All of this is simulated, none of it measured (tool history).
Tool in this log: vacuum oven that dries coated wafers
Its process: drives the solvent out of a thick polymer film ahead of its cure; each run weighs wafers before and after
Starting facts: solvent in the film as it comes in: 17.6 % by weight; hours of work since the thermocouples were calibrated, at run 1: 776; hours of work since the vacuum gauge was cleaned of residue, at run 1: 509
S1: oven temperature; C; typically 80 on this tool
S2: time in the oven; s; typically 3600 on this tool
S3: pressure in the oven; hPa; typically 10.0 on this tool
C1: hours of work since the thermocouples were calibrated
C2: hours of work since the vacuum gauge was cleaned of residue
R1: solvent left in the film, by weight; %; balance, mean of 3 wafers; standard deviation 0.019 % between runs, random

run,day,S1,S2,S3,C1,C2,R1
1,0.000,80,3600,10.0,776,509,2.43
2,3.450,80,3600,10.0,832,565,2.42
3,6.083,80,3600,10.0,875,608,2.43
4,10.000,80,3600,10.0,939,671,2.40
# day 12.933: oven's thermocouples calibrated
5,14.775,80,3600,10.0,30,748,2.75
6,18.846,80,3600,10.0,96,814,2.74
7,24.183,80,3600,10.0,183,901,2.77
8,28.346,80,3600,10.0,251,968,2.67
9,33.129,80,3600,10.0,328,1046,2.69
10,37.562,80,3600,14.8,400,1118,3.01
11,40.417,80,5040,10.0,447,1164,1.74
12,45.433,83,3600,10.0,528,1246,1.95
13,50.679,83,3600,10.0,613,1331,1.90
14,55.708,83,3600,10.0,695,1413,1.90
15,60.292,83,3600,10.0,770,1487,1.91
16,62.958,83,3600,10.0,813,1531,1.94
17,67.821,83,3600,10.0,892,1610,1.91
# day 69.896: vacuum gauge cleaned of residue and calibrated
18,70.325,83,3600,10.0,932,7,1.99
19,73.050,83,3600,10.0,976,51,1.97
# day 73.654: oven's thermocouples calibrated
20,77.821,80,3600,12.3,68,127,3.30
21,82.350,80,3600,12.3,141,201,3.32
22,84.704,80,3600,10.0,180,239,3.10
# day 85.092: vacuum gauge cleaned of residue and calibrated, once more
23,89.354,80,3600,10.0,254,69,2.60
24,94.750,80,4620,10.0,342,157,1.80
25,99.338,80,2100,10.0,416,232,4.85
26,103.167,80,5280,10.2,479,294,1.52
27,105.604,88,3600,31.8,518,333,2.31
28,109.938,75,5880,5.2,589,404,1.78
29,114.567,85,1920,22.8,664,479,4.21
30,117.183,85,1920,22.8,707,522,4.24
31,119.796,93,3300,8.6,749,564,0.64
32,124.775,89,5580,17.9,830,645,1.12
33,129.362,80,2460,20.9,904,720,4.61
34,133.621,80,2460,20.9,974,789,4.58
# day 134.458: oven's thermocouples calibrated
35,137.538,93,2460,20.9,50,851,1.77
36,140.542,93,2460,20.9,99,900,1.80
37,145.504,82,2880,19.5,180,981,3.81
38,150.550,82,5160,6.8,262,1063,1.26
39,154.612,82,2100,6.8,328,1129,4.34
40,157.321,68,3000,14.2,372,1173,8.31
41,161.433,82,3960,32.2,438,1239,3.61
42,164.538,77,3960,32.2,489,1290,5.15
43,166.771,82,3120,23.2,525,1326,3.67
44,169.604,72,4320,11.1,571,1372,4.71
45,174.508,72,4320,11.1,651,1452,4.68

4 options for the next run, each taken on its own from the tool as it stands now. Forecast them:
A,177.054,84,1920,17.3,692,1493,?
B,177.054,80,4320,11.1,692,1493,?
C,177.054,70,2820,19.8,692,1493,?
D,177.054,81,4320,11.1,692,1493,?

run,R1
A,4.50
B,2.28
C,8.14
D,2.10
Stripped of hidden state, with their random variation kept, the same runs would have yielded:
run,R1
A,4.56
B,2.15
C,8.13
D,1.96
